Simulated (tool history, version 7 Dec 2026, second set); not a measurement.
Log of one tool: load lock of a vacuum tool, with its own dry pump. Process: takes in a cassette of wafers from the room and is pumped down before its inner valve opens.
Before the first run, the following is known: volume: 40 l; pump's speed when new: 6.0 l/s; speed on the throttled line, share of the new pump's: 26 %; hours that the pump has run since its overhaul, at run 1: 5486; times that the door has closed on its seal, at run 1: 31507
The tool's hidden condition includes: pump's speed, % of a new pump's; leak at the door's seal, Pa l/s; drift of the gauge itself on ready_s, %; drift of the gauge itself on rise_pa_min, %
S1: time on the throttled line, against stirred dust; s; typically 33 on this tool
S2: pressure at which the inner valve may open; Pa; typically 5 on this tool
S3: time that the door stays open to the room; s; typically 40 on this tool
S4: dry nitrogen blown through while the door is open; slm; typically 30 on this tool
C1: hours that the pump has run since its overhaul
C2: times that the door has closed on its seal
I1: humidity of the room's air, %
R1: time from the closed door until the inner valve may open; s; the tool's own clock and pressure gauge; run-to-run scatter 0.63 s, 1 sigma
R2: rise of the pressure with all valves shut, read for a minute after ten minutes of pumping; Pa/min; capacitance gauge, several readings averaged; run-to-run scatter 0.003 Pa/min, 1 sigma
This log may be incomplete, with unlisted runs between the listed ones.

run 1 hour=0 | S1=33 S2=5 S3=40 S4=30 | C1=5486 C2=31507 | I1=47.6 | R1=95.5 R2=0.315
run 2 hour=411 | S1=33 S2=5 S3=40 S4=30 | C1=5897 C2=33452 | I1=43.8 | R1=96.4 R2=0.335
run 3 hour=680.9 | S1=33 S2=5 S3=32 S4=30 | C1=6167 C2=34730 | I1=46.1 | R1=96.1 R2=0.353
run 4 hour=1095 | S1=33 S2=5 S3=40 S4=30 | C1=6581 C2=36690 | I1=44.4 | R1=96 R2=0.378
run 5 hour=1379.6 | S1=33 S2=5 S3=40 S4=30 | C1=6865 C2=38037 | I1=45.7 | R1=96.6 R2=0.408
run 6 hour=1797.1 | S1=33 S2=5 S3=102 S4=30 | C1=7283 C2=40013 | I1=46.7 | R1=98.2 R2=0.456
run 7 hour=2120.6 | S1=33 S2=5 S3=102 S4=30 | C1=7606 C2=41544 | I1=47.8 | R1=98.1 R2=0.463
run 8 hour=2341.2 | S1=33 S2=5 S3=102 S4=30 | C1=7827 C2=42588 | I1=46.3 | R1=97.1 R2=0.485
run 9 hour=2718.3 | S1=33 S2=5 S3=102 S4=30 | C1=8204 C2=44373 | I1=44.9 | R1=98.7 R2=0.495
run 10 hour=2993.8 | S1=33 S2=5 S3=102 S4=30 | C1=8480 C2=45677 | I1=47.4 | R1=97.2 R2=0.527
run 11 hour=3447.4 | S1=33 S2=5 S3=102 S4=30 | C1=8933 C2=47824 | I1=47.1 | R1=98.1 R2=0.559

Run 12 comes next. What will it give?
run 12 hour=3660.7 | S1=33 S2=5 S3=102 S4=30 | C1=9146 C2=48833 | I1=44.9 | R1=? R2=?

{"run 12": {"R1": 98.9, "R2": 0.579}}
Minus the tool's unlogged condition, the same run would have read R1 91.4 s, R2 0.043 Pa/min.

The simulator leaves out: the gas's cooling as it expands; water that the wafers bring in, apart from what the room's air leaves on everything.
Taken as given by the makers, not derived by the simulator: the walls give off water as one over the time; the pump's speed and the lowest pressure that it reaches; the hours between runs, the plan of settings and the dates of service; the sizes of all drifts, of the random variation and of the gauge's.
